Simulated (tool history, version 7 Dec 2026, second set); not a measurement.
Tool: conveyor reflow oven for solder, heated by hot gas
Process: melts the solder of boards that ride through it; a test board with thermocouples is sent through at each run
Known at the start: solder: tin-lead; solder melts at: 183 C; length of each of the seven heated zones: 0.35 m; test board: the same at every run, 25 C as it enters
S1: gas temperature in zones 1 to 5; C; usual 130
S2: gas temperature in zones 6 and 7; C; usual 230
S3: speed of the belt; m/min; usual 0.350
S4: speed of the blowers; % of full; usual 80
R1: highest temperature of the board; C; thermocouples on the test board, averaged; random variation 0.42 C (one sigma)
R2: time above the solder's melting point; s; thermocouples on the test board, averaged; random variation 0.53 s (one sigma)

{"run": 1, "hour": 0.0, "S1": 130, "S2": 230, "S3": 0.35, "S4": 80, "R1": 216.5, "R2": 86.1}
{"run": 2, "hour": 8.5, "S1": 130, "S2": 230, "S3": 0.35, "S4": 80, "R1": 217.5, "R2": 87.1}
{"run": 3, "hour": 23.4, "S1": 130, "S2": 230, "S3": 0.35, "S4": 73, "R1": 215.2, "R2": 84.3}
{"run": 4, "hour": 34.4, "S1": 130, "S2": 240, "S3": 0.35, "S4": 80, "R1": 226.3, "R2": 95.9}
{"run": 5, "hour": 40.8, "S1": 130, "S2": 230, "S3": 0.35, "S4": 80, "R1": 216.7, "R2": 87.1}
{"run": 6, "hour": 52.8, "S1": 130, "S2": 230, "S3": 0.35, "S4": 80, "R1": 217.5, "R2": 87.3}
{"run": 7, "hour": 66.1, "S1": 130, "S2": 230, "S3": 0.374, "S4": 80, "R1": 215.2, "R2": 79.6}
{"run": 8, "hour": 72.4, "S1": 130, "S2": 230, "S3": 0.374, "S4": 80, "R1": 214.9, "R2": 79.2}
{"run": 9, "hour": 82.0, "S1": 130, "S2": 230, "S3": 0.374, "S4": 80, "R1": 214.1, "R2": 78.0}
{"run": 10, "hour": 89.2, "S1": 130, "S2": 230, "S3": 0.374, "S4": 80, "R1": 215.6, "R2": 78.5}
{"run": 11, "hour": 102.6, "S1": 130, "S2": 234, "S3": 0.35, "S4": 80, "R1": 220.3, "R2": 90.8}
{"run": 12, "hour": 117.4, "S1": 130, "S2": 234, "S3": 0.283, "S4": 80, "R1": 225.2, "R2": 121.4}
{"run": 13, "hour": 126.8, "S1": 130, "S2": 234, "S3": 0.283, "S4": 80, "R1": 225.3, "R2": 122.3}
{"run": 14, "hour": 138.8, "S1": 139, "S2": 224, "S3": 0.283, "S4": 60, "R1": 213.8, "R2": 110.3}
{"run": 15, "hour": 149.1, "S1": 115, "S2": 234, "S3": 0.354, "S4": 70, "R1": 215.2, "R2": 77.2}
{"run": 16, "hour": 158.0, "S1": 141, "S2": 234, "S3": 0.354, "S4": 65, "R1": 217.5, "R2": 92.4}
{"run": 17, "hour": 172.8, "S1": 141, "S2": 234, "S3": 0.354, "S4": 65, "R1": 218.5, "R2": 91.4}
{"run": 18, "hour": 186.8, "S1": 141, "S2": 218, "S3": 0.294, "S4": 54, "R1": 206.2, "R2": 93.6}
{"run": 19, "hour": 193.1, "S1": 141, "S2": 231, "S3": 0.35, "S4": 89, "R1": 220.8, "R2": 98.1}
{"run": 20, "hour": 201.5, "S1": 141, "S2": 231, "S3": 0.35, "S4": 89, "R1": 221.2, "R2": 97.7}
{"run": 21, "hour": 214.0, "S1": 130, "S2": 230, "S3": 0.318, "S4": 67, "R1": 217.4, "R2": 96.8}
{"run": 22, "hour": 225.7, "S1": 130, "S2": 234, "S3": 0.35, "S4": 51, "R1": 212.2, "R2": 77.6}
{"run": 23, "hour": 239.4, "S1": 130, "S2": 234, "S3": 0.35, "S4": 51, "R1": 211.6, "R2": 77.1}

Forecast each of these 5 alternatives for the next run:
{"run": "A", "hour": 245.7, "S1": 130, "S2": 227, "S3": 0.324, "S4": 81, "R1": "?", "R2": "?"}
{"run": "B", "hour": 245.7, "S1": 131, "S2": 230, "S3": 0.386, "S4": 54, "R1": "?", "R2": "?"}
{"run": "C", "hour": 245.7, "S1": 130, "S2": 242, "S3": 0.351, "S4": 51, "R1": "?", "R2": "?"}
{"run": "D", "hour": 245.7, "S1": 117, "S2": 222, "S3": 0.35, "S4": 80, "R1": "?", "R2": "?"}
{"run": "E", "hour": 245.7, "S1": 139, "S2": 230, "S3": 0.372, "S4": 80, "R1": "?", "R2": "?"}

run=A R1=217.4 R2=95.0
run=B R1=206.9 R2=60.9
run=C R1=218.4 R2=86.5
run=D R1=208.2 R2=70.1
run=E R1=215.8 R2=85.4
Without the tool's hidden state the same runs would have given:
run=A R1=217.4 R2=95.1
run=B R1=206.9 R2=61.0
run=C R1=218.5 R2=86.5
run=D R1=208.3 R2=70.2
run=E R1=215.9 R2=85.5
